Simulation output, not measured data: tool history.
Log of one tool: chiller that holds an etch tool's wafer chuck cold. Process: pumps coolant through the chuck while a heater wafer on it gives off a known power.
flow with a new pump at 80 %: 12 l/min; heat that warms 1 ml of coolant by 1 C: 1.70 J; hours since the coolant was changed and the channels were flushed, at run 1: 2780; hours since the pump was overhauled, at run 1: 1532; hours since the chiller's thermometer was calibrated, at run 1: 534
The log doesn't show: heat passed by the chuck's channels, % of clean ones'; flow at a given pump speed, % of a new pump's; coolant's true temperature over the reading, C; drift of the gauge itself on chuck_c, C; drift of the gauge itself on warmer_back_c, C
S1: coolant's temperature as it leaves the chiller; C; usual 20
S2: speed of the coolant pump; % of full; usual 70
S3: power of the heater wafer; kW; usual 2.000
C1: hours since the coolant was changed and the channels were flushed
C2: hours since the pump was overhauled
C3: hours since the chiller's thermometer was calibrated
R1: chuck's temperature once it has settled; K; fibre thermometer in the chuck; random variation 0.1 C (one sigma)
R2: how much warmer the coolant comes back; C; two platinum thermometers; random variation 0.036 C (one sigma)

Run 1, day 0.000: usual settings; C1 2780; C2 1532; C3 534. Result: R1 319.75 K, R2 6.84 C.
Run 2, day 1.150: usual settings; C1 2808; C2 1560; C3 561. Result: R1 319.75 K, R2 6.85 C.
Run 3, day 2.833: usual settings; C1 2848; C2 1600; C3 602. Result: R1 319.75 K, R2 6.83 C.
Run 4, day 4.475: usual settings; C1 2887; C2 1640; C3 641. Result: R1 319.85 K, R2 6.84 C.
Run 5, day 5.988: usual settings; C1 2924; C2 1676; C3 678. Result: R1 319.65 K, R2 6.83 C.
Run 6, day 6.838: usual settings; C1 2944; C2 1696; C3 698. Result: R1 319.85 K, R2 6.87 C.
Run 7, day 8.629: usual settings; C1 2987; C2 1739; C3 741. Result: R1 319.85 K, R2 6.80 C.
Run 8, day 9.979: usual settings; C1 3019; C2 1772; C3 773. Result: R1 319.65 K, R2 6.85 C.
Run 9, day 11.238: usual settings; C1 3050; C2 1802; C3 804. Result: R1 319.85 K, R2 6.87 C.
Run 10, day 12.883: usual settings; C1 3089; C2 1841; C3 843. Result: R1 319.85 K, R2 6.89 C.
Run 11, day 13.779: usual settings; C1 3111; C2 1863; C3 865. Result: R1 319.95 K, R2 6.92 C.
Run 12, day 15.279: usual settings; C1 3147; C2 1899; C3 901. Result: R1 319.95 K, R2 6.87 C.
Run 13, day 16.571: usual settings; C1 3178; C2 1930; C3 932. Result: R1 319.95 K, R2 6.91 C.
Run 14, day 18.233: usual settings; C1 3218; C2 1970; C3 972. Result: R1 320.05 K, R2 6.92 C.
Run 15, day 19.392: usual settings; C1 3245; C2 1998; C3 999. Result: R1 319.85 K, R2 6.84 C.
Run 16, day 20.388: usual settings but S3 2.214 kW; C1 3269; C2 2021; C3 1023. Result: R1 322.75 K, R2 7.64 C.
Run 17, day 21.808: usual settings; C1 3303; C2 2056; C3 1057. Result: R1 320.15 K, R2 6.84 C.
Run 18, day 22.967: usual settings but S1 29 C, S2 65 % of full, S3 1.393 kW; C1 3331; C2 2083; C3 1085. Result: R1 321.55 K, R2 5.18 C.
Run 19, day 23.988: usual settings but S2 90 % of full, S3 2.098 kW; C1 3356; C2 2108; C3 1110. Result: R1 317.45 K, R2 5.66 C.
Run 20, day 25.446: usual settings but S2 95 % of full, S3 1.086 kW; C1 3391; C2 2143; C3 1145. Result: R1 305.25 K, R2 2.77 C.
Run 21, day 26.525: usual settings but S2 95 % of full, S3 1.086 kW; C1 3417; C2 2169; C3 1170. Result: R1 305.45 K, R2 2.76 C.
At day 26.854: coolant pump overhauled.
Run 22, day 27.646: usual settings but S2 66 % of full, S3 2.323 kW; C1 3438; C2 19; C3 1192. Result: R1 326.15 K, R2 8.74 C.

The next listed run, before its measurement:
Run 23, day 29.292: usual settings but S1 14 C, S2 66 % of full, S3 2.542 kW; C1 3478; C2 59; C3 1232. Result: R1 ?, R2 ?.

{"run 23": {"R1": 323.05, "R2": 9.54}}
Without the tool's hidden state the same run would have given R1 320.05 K, R2 9.08 C.
